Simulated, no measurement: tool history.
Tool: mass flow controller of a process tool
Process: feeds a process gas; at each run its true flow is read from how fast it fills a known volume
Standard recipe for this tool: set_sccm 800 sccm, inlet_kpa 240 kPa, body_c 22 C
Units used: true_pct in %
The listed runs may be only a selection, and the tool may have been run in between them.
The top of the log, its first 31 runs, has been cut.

run      day  set_sccm  inlet_kpa  body_c  hours of work since the controller was set to zero  hours of work since the controller was changed  true_pct
 32   99.921       213        170      20                                                 785                                            3984     98.95
 33  102.025       800        183      31                                                 821                                            4020     98.17
 34  106.554       160        235      22                                                 898                                            4096     99.06
 35  110.475       167        240      22                                                 964                                            4163     98.99
 36  112.346       111        194      29                                                 996                                            4194     99.30
 37  116.325       225        149      30                                                1063                                            4262     98.48
 38  120.721       124        182      28                                                1137                                            4336     99.29
 39  124.404       124        182      28                                                1200                                            4398     99.46
 40  127.671       124        182      28                                                1255                                            4454     99.53
 41  130.362       841        182      28                                                1301                                            4499     98.41

Alternative continuations, all from the tool just after run 41; predict every row:
  A  133.538       800        159      22                                                1354                                            4553         ?
  B  133.538       613        251      28                                                1354                                            4553         ?
  C  133.538       188        240      22                                                1354                                            4553         ?
  D  133.538       268        157      28                                                1354                                            4553         ?
  E  133.538       256        198      24                                                1354                                            4553         ?

run  true_pct
  A     98.80
  B     98.15
  C     99.32
  D     98.75
  E     98.92
With no hidden state in the tool, these same runs would have given:
run  true_pct
  A    100.04
  B     99.29
  C     99.48
  D     99.33
  E     99.46
